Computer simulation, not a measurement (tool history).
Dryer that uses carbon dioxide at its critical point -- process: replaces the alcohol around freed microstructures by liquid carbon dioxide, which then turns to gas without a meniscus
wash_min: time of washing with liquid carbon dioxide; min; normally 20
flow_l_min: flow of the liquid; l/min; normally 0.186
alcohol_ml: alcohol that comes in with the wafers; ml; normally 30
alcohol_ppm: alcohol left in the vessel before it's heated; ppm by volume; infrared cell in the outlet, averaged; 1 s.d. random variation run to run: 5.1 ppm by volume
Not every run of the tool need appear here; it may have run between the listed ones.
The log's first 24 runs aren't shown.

run	hour	wash_min	flow_l_min	alcohol_ml	hours of work since the filter was changed	hours of work since the purifier's bed was changed	alcohol_ppm
25	907.9	30	0.236	30	389	555	94
26	946.5	18	0.135	25	404	569	859
27	987.2	13	0.193	34	419	585	1049
28	1023.9	20	0.169	89	433	598	660
29	1074.2	20	0.169	89	452	617	669
30	1113.6	24	0.239	120	467	632	111
31	1149.2	20	0.186	30	480	646	218
32	1201.4	15	0.186	47	500	665	972

Here are 3 independent what-if runs from the current tool condition. What would each one return?
A	1241.8	30	0.264	47	515	680	?
B	1241.8	29	0.186	30	515	680	?
C	1241.8	20	0.186	83	515	680	?

run	alcohol_ppm
A	108
B	119
C	441
Take away the tool's hidden state, keep each run's random variation, and the runs would have read:
run	alcohol_ppm
A	4
B	12
C	201

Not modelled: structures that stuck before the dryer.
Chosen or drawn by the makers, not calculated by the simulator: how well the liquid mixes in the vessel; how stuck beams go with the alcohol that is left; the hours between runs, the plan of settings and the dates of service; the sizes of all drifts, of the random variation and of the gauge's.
